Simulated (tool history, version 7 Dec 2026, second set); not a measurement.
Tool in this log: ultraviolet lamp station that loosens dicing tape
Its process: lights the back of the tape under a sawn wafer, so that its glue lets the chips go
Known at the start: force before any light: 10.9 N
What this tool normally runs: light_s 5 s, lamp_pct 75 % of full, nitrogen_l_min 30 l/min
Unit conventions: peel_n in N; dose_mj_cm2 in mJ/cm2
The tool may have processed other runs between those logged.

run,day,light_s,lamp_pct,nitrogen_l_min,peel_n,dose_mj_cm2
1,0,5,75,30,1.729,433
2,0.729,5,75,33,1.67,430
3,1.271,5,75,33,1.726,420
4,1.675,5,75,33,1.696,425
5,2.338,5,75,33,1.703,422
6,3.071,5,75,48,1.513,422
7,3.617,5,75,48,1.547,420
8,4.179,5,75,48,1.585,418
9,4.762,5,75,48,1.612,411
10,5.317,5,63,59,2.048,346
# day 5.412: window cleaned of glue's vapour
11,5.779,5,63,59,2.139,335
12,6.392,5,71,52,1.738,375
13,6.825,8,89,29,0.571,753
# day 7.104: window cleaned of glue's vapour, once more
14,7.333,2,98,27,4.196,228
15,7.938,8,85,30,0.531,784
16,8.629,9,78,35,0.478,807

5 options for the next run, each taken on its own from the tool as it stands now. Forecast them:
A,9.092,5,93,30,?,?
B,9.092,2,78,30,?,?
C,9.092,4,95,29,?,?
D,9.092,7,74,16,?,?
E,9.092,9,88,41,?,?

run,peel_n,dose_mj_cm2
A,1.223,529
B,5,180
C,1.729,431
D,1.4,589
E,0.362,904
Stripped of hidden state, with their random variation kept, the same runs would have yielded:
run,peel_n,dose_mj_cm2
A,0.981,591
B,4.578,200
C,1.425,481
D,1.133,657
E,0.307,1009

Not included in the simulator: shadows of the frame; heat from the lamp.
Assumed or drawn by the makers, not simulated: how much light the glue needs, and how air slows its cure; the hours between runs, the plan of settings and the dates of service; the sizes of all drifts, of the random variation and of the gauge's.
